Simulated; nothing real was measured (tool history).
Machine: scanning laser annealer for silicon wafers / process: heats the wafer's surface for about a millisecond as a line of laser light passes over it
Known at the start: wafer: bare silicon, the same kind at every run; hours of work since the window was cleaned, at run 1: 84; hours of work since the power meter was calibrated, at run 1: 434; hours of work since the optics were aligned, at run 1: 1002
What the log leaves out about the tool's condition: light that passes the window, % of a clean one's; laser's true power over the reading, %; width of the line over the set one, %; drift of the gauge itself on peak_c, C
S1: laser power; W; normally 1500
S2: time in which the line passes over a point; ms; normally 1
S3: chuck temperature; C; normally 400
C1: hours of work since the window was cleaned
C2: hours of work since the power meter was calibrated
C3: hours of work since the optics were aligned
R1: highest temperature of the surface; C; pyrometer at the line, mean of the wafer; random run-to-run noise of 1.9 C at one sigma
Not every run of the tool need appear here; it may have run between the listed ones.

run 1 day=0 | S1=1500 S2=1 S3=400 | C1=84 C2=434 C3=1002 | R1=1133
run 2 day=0.479 | S1=1500 S2=1 S3=400 | C1=92 C2=442 C3=1010 | R1=1131
run 3 day=0.958 | S1=1500 S2=1 S3=400 | C1=100 C2=450 C3=1018 | R1=1129
run 4 day=1.6 | S1=1500 S2=1 S3=400 | C1=111 C2=461 C3=1029 | R1=1131
run 5 day=2.075 | S1=1500 S2=1 S3=400 | C1=119 C2=468 C3=1037 | R1=1131
run 6 day=2.629 | S1=1500 S2=1 S3=400 | C1=128 C2=478 C3=1046 | R1=1132
run 7 day=3.296 | S1=1500 S2=1 S3=400 | C1=139 C2=489 C3=1057 | R1=1131
run 8 day=3.721 | S1=1500 S2=1 S3=400 | C1=146 C2=496 C3=1064 | R1=1129
run 9 day=4.262 | S1=1500 S2=1 S3=400 | C1=155 C2=505 C3=1073 | R1=1130
run 10 day=4.883 | S1=1500 S2=1 S3=400 | C1=165 C2=515 C3=1083 | R1=1125
run 11 day=5.412 | S1=1500 S2=1 S3=400 | C1=174 C2=524 C3=1092 | R1=1131
-- day=5.588 laser's power meter calibrated
run 12 day=5.971 | S1=1500 S2=1 S3=400 | C1=181 C2=6 C3=1099 | R1=1123
run 13 day=6.771 | S1=1500 S2=1 S3=400 | C1=195 C2=20 C3=1113 | R1=1124
-- day=7.079 optics aligned, line set to its width
run 14 day=7.629 | S1=1500 S2=1 S3=400 | C1=205 C2=30 C3=9 | R1=1142
-- day=8.158 laser's power meter calibrated, once more
run 15 day=8.508 | S1=1596 S2=1 S3=400 | C1=218 C2=6 C3=22 | R1=1208
run 16 day=9.108 | S1=1500 S2=1 S3=400 | C1=228 C2=16 C3=32 | R1=1150
run 17 day=9.846 | S1=1500 S2=1 S3=400 | C1=240 C2=28 C3=44 | R1=1151
run 18 day=10.321 | S1=1500 S2=1 S3=400 | C1=248 C2=36 C3=52 | R1=1147
run 19 day=11.171 | S1=1500 S2=0.78 S3=400 | C1=262 C2=50 C3=66 | R1=1060
run 20 day=11.704 | S1=1634 S2=1 S3=400 | C1=271 C2=59 C3=75 | R1=1231
run 21 day=12.425 | S1=1634 S2=1 S3=400 | C1=283 C2=71 C3=86 | R1=1232
run 22 day=13.208 | S1=1479 S2=1.21 S3=431 | C1=296 C2=84 C3=99 | R1=1240
run 23 day=13.996 | S1=1479 S2=1.21 S3=431 | C1=309 C2=97 C3=113 | R1=1238
run 24 day=14.667 | S1=1421 S2=1.18 S3=383 | C1=320 C2=108 C3=124 | R1=1138
run 25 day=15.375 | S1=1379 S2=1.18 S3=427 | C1=332 C2=120 C3=135 | R1=1157
run 26 day=15.917 | S1=1379 S2=1.21 S3=434 | C1=341 C2=129 C3=144 | R1=1177
run 27 day=16.575 | S1=1307 S2=1.12 S3=439 | C1=352 C2=139 C3=155 | R1=1103
run 28 day=17.017 | S1=1307 S2=1.12 S3=439 | C1=359 C2=147 C3=163 | R1=1100
run 29 day=17.588 | S1=1440 S2=0.75 S3=407 | C1=368 C2=156 C3=172 | R1=1013
run 30 day=17.996 | S1=1370 S2=0.94 S3=362 | C1=375 C2=163 C3=179 | R1=1001
run 31 day=18.542 | S1=1370 S2=0.94 S3=362 | C1=384 C2=172 C3=188 | R1=1001
run 32 day=19.112 | S1=1370 S2=0.94 S3=362 | C1=394 C2=181 C3=197 | R1=1003
run 33 day=19.967 | S1=1363 S2=0.98 S3=401 | C1=408 C2=196 C3=211 | R1=1049
run 34 day=20.571 | S1=1571 S2=0.75 S3=398 | C1=418 C2=206 C3=221 | R1=1076
run 35 day=21.421 | S1=1311 S2=0.93 S3=402 | C1=432 C2=220 C3=236 | R1=1006
run 36 day=22.108 | S1=1500 S2=1 S3=400 | C1=443 C2=231 C3=247 | R1=1138
run 37 day=22.55 | S1=1279 S2=1 S3=400 | C1=451 C2=238 C3=254 | R1=1002
run 38 day=23.312 | S1=1279 S2=1.1 S3=400 | C1=463 C2=251 C3=267 | R1=1034
run 39 day=23.688 | S1=1650 S2=0.79 S3=400 | C1=469 C2=257 C3=273 | R1=1132
run 40 day=24.204 | S1=1650 S2=0.79 S3=400 | C1=478 C2=266 C3=282 | R1=1130

Measured less the same run without the tool's hidden state. The same run-to-run variation is in both; the gauge's scatter may not be:
run=1 R1=-24
run=2 R1=-23
run=3 R1=-24
run=4 R1=-25
run=5 R1=-25
run=6 R1=-26
run=7 R1=-27
run=8 R1=-27
run=9 R1=-28
run=10 R1=-29
run=11 R1=-29
run=12 R1=-30
run=13 R1=-31
run=14 R1=-12
run=15 R1=-5
run=16 R1=-6
run=17 R1=-6
run=18 R1=-7
run=19 R1=-7
run=20 R1=-10
run=21 R1=-10
run=22 R1=-10
run=23 R1=-11
run=24 R1=-12
run=25 R1=-12
run=26 R1=-13
run=27 R1=-12
run=28 R1=-12
run=29 R1=-12
run=30 R1=-13
run=31 R1=-14
run=32 R1=-15
run=33 R1=-15
run=34 R1=-16
run=35 R1=-15
run=36 R1=-20
run=37 R1=-16
run=38 R1=-18
run=39 R1=-21
run=40 R1=-22
